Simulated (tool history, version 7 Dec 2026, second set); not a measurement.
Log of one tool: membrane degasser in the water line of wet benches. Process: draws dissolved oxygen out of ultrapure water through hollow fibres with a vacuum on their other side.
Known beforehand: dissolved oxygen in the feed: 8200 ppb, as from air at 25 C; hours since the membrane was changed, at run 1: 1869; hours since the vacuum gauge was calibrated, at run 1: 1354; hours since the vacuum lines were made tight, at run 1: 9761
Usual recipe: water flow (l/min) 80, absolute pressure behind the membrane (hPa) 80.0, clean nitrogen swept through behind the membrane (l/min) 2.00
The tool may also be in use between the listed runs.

| run | hour | water flow (l/min) | absolute pressure behind the membrane (hPa) | clean nitrogen swept through behind the membrane (l/min) | hours since the membrane was changed | hours since the vacuum gauge was calibrated | hours since the vacuum lines were made tight | dissolved oxygen in the water behind the degasser (ppb) | pressure that the water loses in the fibres (hPa) |
|---|---|---|---|---|---|---|---|---|---|
| 1 | 0.0 | 80 | 80.0 | 2.00 | 1869 | 1354 | 9761 | 379.6 | 300.2 |
| 2 | 69.2 | 80 | 80.0 | 2.00 | 1938 | 1423 | 9831 | 372.5 | 299.3 |
| 3 | 145.4 | 80 | 80.0 | 2.00 | 2014 | 1499 | 9907 | 370.4 | 298.8 |
| 4 | 226.6 | 80 | 80.0 | 1.59 | 2095 | 1580 | 9988 | 446.7 | 297.9 |
| 5 | 278.7 | 80 | 80.0 | 1.59 | 2147 | 1632 | 10040 | 446.2 | 303.9 |
| 6 | 326.1 | 80 | 80.0 | 1.59 | 2195 | 1680 | 10087 | 448.8 | 302.2 |
| 7 | 384.4 | 80 | 80.0 | 1.59 | 2253 | 1738 | 10146 | 449.9 | 301.3 |
| 8 | 453.2 | 56 | 56.3 | 3.31 | 2322 | 1807 | 10215 | 96.3 | 211.5 |
| 9 | 488.0 | 122 | 56.3 | 1.23 | 2357 | 1842 | 10249 | 373.6 | 460.3 |
| 10 | 523.7 | 122 | 56.3 | 1.23 | 2392 | 1877 | 10285 | 376.3 | 463.0 |

4 ways to go on from here, each from the tool as it stands after run 10. What would each give?
| A | 589.4 | 48 | 94.8 | 1.23 | 2458 | 1943 | 10351 | ? | ? |
| B | 589.4 | 71 | 192.4 | 0.85 | 2458 | 1943 | 10351 | ? | ? |
| C | 589.4 | 80 | 99.5 | 2.87 | 2458 | 1943 | 10351 | ? | ? |
| D | 589.4 | 80 | 118.1 | 0.90 | 2458 | 1943 | 10351 | ? | ? |

| run | dissolved oxygen in the water behind the degasser (ppb) | pressure that the water loses in the fibres (hPa) |
|---|---|---|
| A | 478.1 | 181.5 |
| B | 1819.1 | 268.0 |
| C | 389.8 | 301.6 |
| D | 1115.8 | 301.6 |
The same runs, with their run-to-run variation unchanged, on a tool lacking any hidden condition would have given:
| run | dissolved oxygen in the water behind the degasser (ppb) | pressure that the water loses in the fibres (hPa) |
|---|---|---|
| A | 471.5 | 178.4 |
| B | 1820.8 | 263.4 |
| C | 383.9 | 296.5 |
| D | 1113.5 | 296.5 |

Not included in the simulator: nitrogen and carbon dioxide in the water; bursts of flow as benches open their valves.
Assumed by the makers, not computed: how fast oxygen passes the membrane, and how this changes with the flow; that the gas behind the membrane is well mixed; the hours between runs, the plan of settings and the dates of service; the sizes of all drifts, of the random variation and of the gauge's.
